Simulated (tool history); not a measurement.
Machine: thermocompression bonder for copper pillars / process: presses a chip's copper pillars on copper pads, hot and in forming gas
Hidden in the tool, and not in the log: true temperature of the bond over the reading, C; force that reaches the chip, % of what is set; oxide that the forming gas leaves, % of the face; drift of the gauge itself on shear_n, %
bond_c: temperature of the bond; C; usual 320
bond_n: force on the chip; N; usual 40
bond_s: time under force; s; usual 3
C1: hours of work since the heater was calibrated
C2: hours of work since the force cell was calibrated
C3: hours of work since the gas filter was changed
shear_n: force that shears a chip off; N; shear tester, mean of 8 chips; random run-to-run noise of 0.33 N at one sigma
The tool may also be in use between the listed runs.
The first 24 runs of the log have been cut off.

Run 25, day 12.529: usual settings but bond_c 338 C, bond_n 29 N, bond_s 2 s; C1 78; C2 234; C3 345. Result: shear_n 40.2 N.
Run 26, day 13.008: usual settings but bond_c 345 C, bond_n 36 N, bond_s 8 s; C1 87; C2 243; C3 354. Result: shear_n 73.6 N.
Run 27, day 13.658: usual settings; C1 99; C2 255; C3 366. Result: shear_n 43 N.
Run 28, day 14.208: usual settings; C1 109; C2 265; C3 376. Result: shear_n 43.5 N.
Run 29, day 14.971: usual settings but bond_c 291 C; C1 123; C2 279; C3 390. Result: shear_n 29.4 N.
Run 30, day 15.442: usual settings but bond_c 294 C, bond_n 48 N; C1 131; C2 287; C3 398. Result: shear_n 33.1 N.
At day 15.5: forming gas filter changed.
Run 31, day 15.912: usual settings but bond_c 335 C; C1 139; C2 295; C3 8. Result: shear_n 53.1 N.
Run 32, day 16.317: usual settings but bond_c 335 C; C1 147; C2 303; C3 15. Result: shear_n 53.6 N.
Run 33, day 16.7: usual settings but bond_c 300 C, bond_n 26 N; C1 154; C2 310; C3 22. Result: shear_n 27.4 N.
Run 34, day 17.238: usual settings but bond_c 317 C, bond_n 39 N, bond_s 6 s; C1 163; C2 320; C3 32. Result: shear_n 54.1 N.
Run 35, day 17.871: usual settings but bond_c 293 C, bond_n 39 N, bond_s 6 s; C1 175; C2 331; C3 43. Result: shear_n 40.1 N.
Run 36, day 18.279: usual settings but bond_c 298 C, bond_s 8 s; C1 182; C2 338; C3 51. Result: shear_n 47.8 N.
Run 37, day 18.938: usual settings but bond_c 309 C, bond_n 30 N; C1 194; C2 350; C3 62. Result: shear_n 33.4 N.
Run 38, day 19.458: usual settings but bond_c 348 C, bond_s 2 s; C1 204; C2 360; C3 72. Result: shear_n 52.4 N.
Run 39, day 19.808: usual settings but bond_c 348 C, bond_n 46 N, bond_s 2 s; C1 210; C2 366; C3 78. Result: shear_n 55.3 N.
Run 40, day 20.304: usual settings but bond_c 333 C, bond_n 46 N, bond_s 6 s; C1 219; C2 375; C3 87. Result: shear_n 67.3 N.

4 ways to go on from here, each from the tool as it stands after run 40. What would each give?
Run A, day 20.921: usual settings but bond_c 332 C, bond_n 59 N, bond_s 2 s; C1 230; C2 386; C3 98. Result: shear_n ?.
Run B, day 20.921: usual settings but bond_c 305 C, bond_n 34 N; C1 230; C2 386; C3 98. Result: shear_n ?.
Run C, day 20.921: usual settings but bond_n 31 N, bond_s 2 s; C1 230; C2 386; C3 98. Result: shear_n ?.
Run D, day 20.921: usual settings but bond_c 301 C, bond_n 41 N, bond_s 6 s; C1 230; C2 386; C3 98. Result: shear_n ?.

run  shear_n
  A     51.2
  B       33
  C       33
  D     44.8
Had the tool no hidden state, the same runs would have come out as:
run  shear_n
  A     54.8
  B     35.9
  C     35.8
  D     48.5

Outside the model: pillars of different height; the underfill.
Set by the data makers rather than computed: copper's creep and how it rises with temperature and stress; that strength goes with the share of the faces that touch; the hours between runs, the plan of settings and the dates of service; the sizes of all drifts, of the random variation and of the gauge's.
